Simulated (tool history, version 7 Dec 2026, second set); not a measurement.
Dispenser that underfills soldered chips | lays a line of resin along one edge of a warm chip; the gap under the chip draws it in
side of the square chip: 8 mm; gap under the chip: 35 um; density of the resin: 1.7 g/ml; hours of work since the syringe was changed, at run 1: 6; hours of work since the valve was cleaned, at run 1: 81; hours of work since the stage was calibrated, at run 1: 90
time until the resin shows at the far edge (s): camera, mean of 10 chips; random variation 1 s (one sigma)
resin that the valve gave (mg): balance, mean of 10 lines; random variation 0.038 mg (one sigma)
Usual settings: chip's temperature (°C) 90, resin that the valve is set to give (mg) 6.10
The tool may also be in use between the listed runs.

run    day  chip's temperature (°C)  resin that the valve is set to give (mg)  hours of work since the syringe was changed  hours of work since the valve was cleaned  hours of work since the stage was calibrated  time until the resin shows at the far edge (s)  resin that the valve gave (mg)
  1  0.000                       90                                      6.10                                            6                                         81                                            90                                           157.9                            5.77
  2  0.183                       90                                      6.10                                            9                                         84                                            93                                           199.0                            5.74
     0.271  -- new syringe of resin
  3  0.496                       90                                      6.10                                            4                                         89                                            98                                           135.3                            5.72
  4  0.738                       90                                      5.33                                            8                                         93                                           102                                           184.2                            4.93
     0.938  -- new syringe of resin
  5  0.962                       90                                      5.33                                            0                                         96                                           105                                           108.8                            5.03
  6  1.154                       90                                      5.33                                            3                                         99                                           108                                           134.5                            4.93
  7  1.358                       90                                      6.10                                            7                                        102                                           112                                           165.9                            5.72
  8  1.517                       99                                      6.10                                            9                                        105                                           114                                           135.0                            5.65
     1.596  -- new syringe of resin
  9  1.654                       99                                      6.10                                            1                                        107                                           116                                            77.9                            5.63
     1.717  -- dispensing valve cleaned and set on the balance
 10  1.912                       99                                      6.10                                            4                                          3                                           120                                            96.2                            6.12
 11  2.125                       99                                      6.10                                            8                                          7                                           123                                           123.0                            6.14
     2.300  -- new syringe of resin
 12  2.333                       99                                      6.10                                            1                                         10                                           126                                            74.3                            6.09
 13  2.550                       99                                      6.10                                            4                                         13                                           130                                            95.0                            6.00
 14  2.767                       88                                      6.10                                            8                                         17                                           133                                           191.6                            6.00
     2.958  -- new syringe of resin
 15  2.975                       86                                      5.29                                            0                                         20                                           137                                           127.9                            5.23
 16  3.258                       91                                      6.15                                            5                                         25                                           141                                           141.7                            6.03
 17  3.558                       91                                      6.15                                           10                                         29                                           146                                           198.1                            6.05
     3.625  -- new syringe of resin
 18  3.762                       76                                      7.76                                            2                                         33                                           149                                           225.3                            7.60
 19  3.929                       76                                      7.76                                            5                                         35                                           152                                           273.6                            7.61
 20  4.054                       76                                      7.76                                            7                                         37                                           154                                           306.3                            7.58
     4.275  -- new syringe of resin
 21  4.358                       86                                      6.10                                            1                                         42                                           159                                           136.7                            5.97
 22  4.558                       86                                      6.10                                            5                                         45                                           162                                           171.9                            6.05
 23  4.692                       86                                      6.10                                            7                                         47                                           164                                           201.2                            5.92
 24  4.829                       76                                      6.36                                            9                                         50                                           166                                           363.3                            6.18
     4.942  -- new syringe of resin
 25  4.988                       84                                      6.69                                            1                                         52                                           169                                           137.7                            6.48
 26  5.133                       95                                      7.87                                            3                                         54                                           171                                           102.2                            7.63
 27  5.442                       95                                      7.87                                            8                                         59                                           176                                           146.8                            7.60
     5.600  -- new syringe of resin
 28  5.679                       77                                      7.30                                            1                                         63                                           180                                           203.7                            7.01

Forecast each of these 3 alternatives for the next run:
  A  5.833                      103                                      5.86                                            4                                         65                                           182                                               ?                               ?
  B  5.833                       92                                      7.10                                            4                                         65                                           182                                               ?                               ?
  C  5.833                       88                                      7.61                                            4                                         65                                           182                                               ?                               ?

run  time until the resin shows at the far edge (s)  resin that the valve gave (mg)
  A                                            82.6                            5.65
  B                                           126.3                            6.89
  C                                           146.8                            7.29
Without the tool's hidden state the same runs would have given:
run  time until the resin shows at the far edge (s)  resin that the valve gave (mg)
  A                                            60.2                            5.88
  B                                            92.0                            7.18
  C                                           107.0                            7.59
